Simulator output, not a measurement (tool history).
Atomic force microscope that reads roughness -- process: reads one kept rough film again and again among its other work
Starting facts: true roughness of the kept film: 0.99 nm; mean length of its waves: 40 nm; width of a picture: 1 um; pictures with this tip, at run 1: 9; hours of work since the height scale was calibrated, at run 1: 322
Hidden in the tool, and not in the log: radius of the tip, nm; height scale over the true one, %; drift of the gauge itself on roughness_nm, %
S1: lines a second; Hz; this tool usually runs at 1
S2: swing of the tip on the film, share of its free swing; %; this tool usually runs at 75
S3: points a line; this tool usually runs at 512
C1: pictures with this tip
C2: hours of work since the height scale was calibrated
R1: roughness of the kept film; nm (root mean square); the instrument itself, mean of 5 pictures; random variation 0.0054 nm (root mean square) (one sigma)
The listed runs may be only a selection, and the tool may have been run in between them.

run 1 hour=0 | S1=1 S2=75 S3=512 | C1=9 C2=322 | R1=0.912
run 2 hour=49.7 | S1=1 S2=75 S3=512 | C1=69 C2=344 | R1=0.917
-- hour=109.6 new tip fitted
run 3 hour=118 | S1=1 S2=75 S3=512 | C1=10 C2=374 | R1=0.917
run 4 hour=150.7 | S1=1 S2=75 S3=512 | C1=50 C2=389 | R1=0.921
run 5 hour=185 | S1=1 S2=75 S3=512 | C1=91 C2=404 | R1=0.925
-- hour=225.7 new tip fitted
run 6 hour=225.7 | S1=1 S2=75 S3=512 | C1=0 C2=422 | R1=0.911
run 7 hour=288.4 | S1=1 S2=75 S3=512 | C1=77 C2=449 | R1=0.921
run 8 hour=332.4 | S1=1 S2=75 S3=512 | C1=130 C2=469 | R1=0.915
-- hour=342.2 new tip fitted
run 9 hour=387.1 | S1=1 S2=75 S3=512 | C1=54 C2=493 | R1=0.921
-- hour=457.7 new tip fitted
run 10 hour=458.3 | S1=1 S2=75 S3=512 | C1=1 C2=524 | R1=0.914
run 11 hour=519.8 | S1=1 S2=75 S3=512 | C1=76 C2=551 | R1=0.916

Hidden condition of the tool, last listed run before each entry between runs versus first listed run after:
After run 2, before run 3: new tip fitted (hour 109.6)
  radius of the tip, nm: 7.3 -> 7.1
After run 5, before run 6: new tip fitted (hour 225.7)
  radius of the tip, nm: 7.4 -> 7
After run 8, before run 9: new tip fitted (hour 342.2)
  radius of the tip, nm: 7.5 -> 7.2
After run 9, before run 10: new tip fitted (hour 457.7)
  radius of the tip, nm: 7.2 -> 7
